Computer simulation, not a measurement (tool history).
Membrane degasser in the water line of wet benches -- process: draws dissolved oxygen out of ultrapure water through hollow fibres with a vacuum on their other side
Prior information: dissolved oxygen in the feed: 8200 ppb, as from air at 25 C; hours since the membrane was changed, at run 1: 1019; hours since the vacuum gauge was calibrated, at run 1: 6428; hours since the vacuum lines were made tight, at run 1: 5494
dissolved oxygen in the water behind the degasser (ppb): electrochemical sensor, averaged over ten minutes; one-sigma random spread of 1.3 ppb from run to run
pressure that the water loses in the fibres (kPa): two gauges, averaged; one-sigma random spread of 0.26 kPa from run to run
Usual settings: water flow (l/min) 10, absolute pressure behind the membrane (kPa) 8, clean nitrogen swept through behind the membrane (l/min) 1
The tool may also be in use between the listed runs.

| run | hour | water flow (l/min) | absolute pressure behind the membrane (kPa) | clean nitrogen swept through behind the membrane (l/min) | hours since the membrane was changed | hours since the vacuum gauge was calibrated | hours since the vacuum lines were made tight | dissolved oxygen in the water behind the degasser (ppb) | pressure that the water loses in the fibres (kPa) |
|---|---|---|---|---|---|---|---|---|---|
| 1 | 0 | 10 | 8 | 1 | 1019 | 6428 | 5494 | 124.3 | 69.34 |
| 2 | 40.8 | 16 | 8 | 1 | 1060 | 6469 | 5535 | 210 | 111.08 |
| 3 | 96.7 | 12 | 8 | 1 | 1116 | 6524 | 5590 | 155.6 | 83.2 |
| 4 | 176.1 | 10 | 9.91 | 1 | 1195 | 6604 | 5670 | 173.2 | 68.93 |
| 5 | 235.3 | 10 | 9.91 | 1 | 1254 | 6663 | 5729 | 167.9 | 69.09 |
| 6 | 302.5 | 10 | 5.56 | 1 | 1321 | 6730 | 5796 | 69.4 | 69.19 |
| 7 | 391.9 | 10 | 8 | 1 | 1411 | 6820 | 5886 | 123.7 | 68.95 |
| 8 | 481 | 10 | 8 | 1 | 1500 | 6909 | 5975 | 124.6 | 69.75 |
| 9 | 559.1 | 10 | 19.69 | 1 | 1578 | 6987 | 6053 | 387.7 | 69.32 |
| 10 | 612.5 | 8 | 19.38 | 1 | 1631 | 7040 | 6106 | 302.5 | 56.28 |
| 11 | 693 | 10 | 17.27 | 1 | 1712 | 7121 | 6187 | 337.3 | 69.46 |
| 12 | 770.8 | 11 | 16.81 | 0.62 | 1790 | 7199 | 6265 | 539.5 | 76.47 |
| 13 | 817.4 | 11 | 16.81 | 0.62 | 1836 | 7245 | 6311 | 524.9 | 76.49 |
| 14 | 900.4 | 15 | 7.56 | 0.82 | 1919 | 7328 | 6394 | 207.2 | 104.86 |
| 15 | 944.2 | 13 | 12.32 | 0.51 | 1963 | 7372 | 6438 | 510.9 | 91.17 |
| 16 | 1027.9 | 13 | 12.32 | 0.51 | 2047 | 7456 | 6522 | 498 | 90.94 |

5 ways to go on from here, each from the tool as it stands after run 16. What would each give?
| A | 1076 | 11 | 8 | 1 | 2095 | 7504 | 6570 | ? | ? |
| B | 1076 | 10 | 5.25 | 2.01 | 2095 | 7504 | 6570 | ? | ? |
| C | 1076 | 11 | 16.66 | 0.78 | 2095 | 7504 | 6570 | ? | ? |
| D | 1076 | 13 | 12.32 | 0.71 | 2095 | 7504 | 6570 | ? | ? |
| E | 1076 | 7 | 8 | 1 | 2095 | 7504 | 6570 | ? | ? |

| run | dissolved oxygen in the water behind the degasser (ppb) | pressure that the water loses in the fibres (kPa) |
|---|---|---|
| A | 138.1 | 76.45 |
| B | 38.7 | 70.22 |
| C | 438.1 | 76.97 |
| D | 381.8 | 90.83 |
| E | 87.7 | 49.11 |
Without the tool's hidden state the same runs would have given:
| run | dissolved oxygen in the water behind the degasser (ppb) | pressure that the water loses in the fibres (kPa) |
|---|---|---|
| A | 137.7 | 75.44 |
| B | 38.5 | 69.3 |
| C | 437.4 | 75.95 |
| D | 381.2 | 89.64 |
| E | 87.4 | 48.47 |

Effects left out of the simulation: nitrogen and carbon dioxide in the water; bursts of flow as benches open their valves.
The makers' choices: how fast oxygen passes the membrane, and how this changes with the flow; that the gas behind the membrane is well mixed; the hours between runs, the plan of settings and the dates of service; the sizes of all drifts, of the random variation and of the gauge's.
